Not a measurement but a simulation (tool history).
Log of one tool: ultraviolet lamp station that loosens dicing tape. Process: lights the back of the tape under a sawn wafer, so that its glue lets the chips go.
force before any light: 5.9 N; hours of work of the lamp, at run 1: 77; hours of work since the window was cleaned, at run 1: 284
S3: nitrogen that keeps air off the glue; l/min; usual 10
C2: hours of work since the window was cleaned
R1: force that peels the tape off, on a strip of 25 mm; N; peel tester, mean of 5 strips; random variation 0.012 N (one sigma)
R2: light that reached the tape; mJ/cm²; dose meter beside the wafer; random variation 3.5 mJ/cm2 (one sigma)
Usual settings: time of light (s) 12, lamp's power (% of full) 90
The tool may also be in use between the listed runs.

Run 1, hour 0.0: usual settings; hours of work of the lamp 77; C2 284. Result: R1 0.661 N, R2 494 mJ/cm².
Run 2, hour 12.1: usual settings but S3 7 l/min; hours of work of the lamp 84; C2 292. Result: R1 0.746 N, R2 497 mJ/cm².
Run 3, hour 21.3: usual settings but S3 7 l/min; hours of work of the lamp 90; C2 297. Result: R1 0.760 N, R2 497 mJ/cm².
Run 4, hour 33.7: usual settings but S3 7 l/min; hours of work of the lamp 98; C2 305. Result: R1 0.758 N, R2 492 mJ/cm².
Run 5, hour 43.2: usual settings but S3 7 l/min; hours of work of the lamp 103; C2 311. Result: R1 0.778 N, R2 488 mJ/cm².
Run 6, hour 50.5: usual settings but time of light (s) 10, lamp's power (% of full) 100, S3 11 l/min; hours of work of the lamp 108; C2 315. Result: R1 0.747 N, R2 456 mJ/cm².
At hour 52.2: window cleaned of glue's vapour.
Run 7, hour 58.6: usual settings but time of light (s) 11, lamp's power (% of full) 82, S3 17 l/min; hours of work of the lamp 113; C2 4. Result: R1 0.876 N, R2 387 mJ/cm².
Run 8, hour 70.4: usual settings but time of light (s) 11, lamp's power (% of full) 61, S3 4 l/min; hours of work of the lamp 120; C2 11. Result: R1 2.020 N, R2 284 mJ/cm².
Run 9, hour 76.6: usual settings but time of light (s) 13, lamp's power (% of full) 66, S3 4 l/min; hours of work of the lamp 124; C2 15. Result: R1 1.528 N, R2 364 mJ/cm².
Run 10, hour 87.0: usual settings but lamp's power (% of full) 78, S3 16 l/min; hours of work of the lamp 130; C2 22. Result: R1 0.830 N, R2 393 mJ/cm².

4 ways to go on from here, each from the tool as it stands after run 10. What would each give?
Run A, hour 99.0: usual settings but lamp's power (% of full) 64, S3 4 l/min; hours of work of the lamp 138; C2 29. Result: R1 ?, R2 ?.
Run B, hour 99.0: usual settings but time of light (s) 19, lamp's power (% of full) 62, S3 13 l/min; hours of work of the lamp 138; C2 29. Result: R1 ?, R2 ?.
Run C, hour 99.0: usual settings but lamp's power (% of full) 66, S3 3 l/min; hours of work of the lamp 138; C2 29. Result: R1 ?, R2 ?.
Run D, hour 99.0: usual settings but lamp's power (% of full) 62; hours of work of the lamp 138; C2 29. Result: R1 ?, R2 ?.

run     R1   R2
  A  1.807  318
  B  0.602  494
  C  1.888  332
  D  1.366  313
Without the tool's hidden state the same runs would have given:
run     R1   R2
  A  1.370  397
  B  0.401  616
  C  1.445  414
  D  0.988  389

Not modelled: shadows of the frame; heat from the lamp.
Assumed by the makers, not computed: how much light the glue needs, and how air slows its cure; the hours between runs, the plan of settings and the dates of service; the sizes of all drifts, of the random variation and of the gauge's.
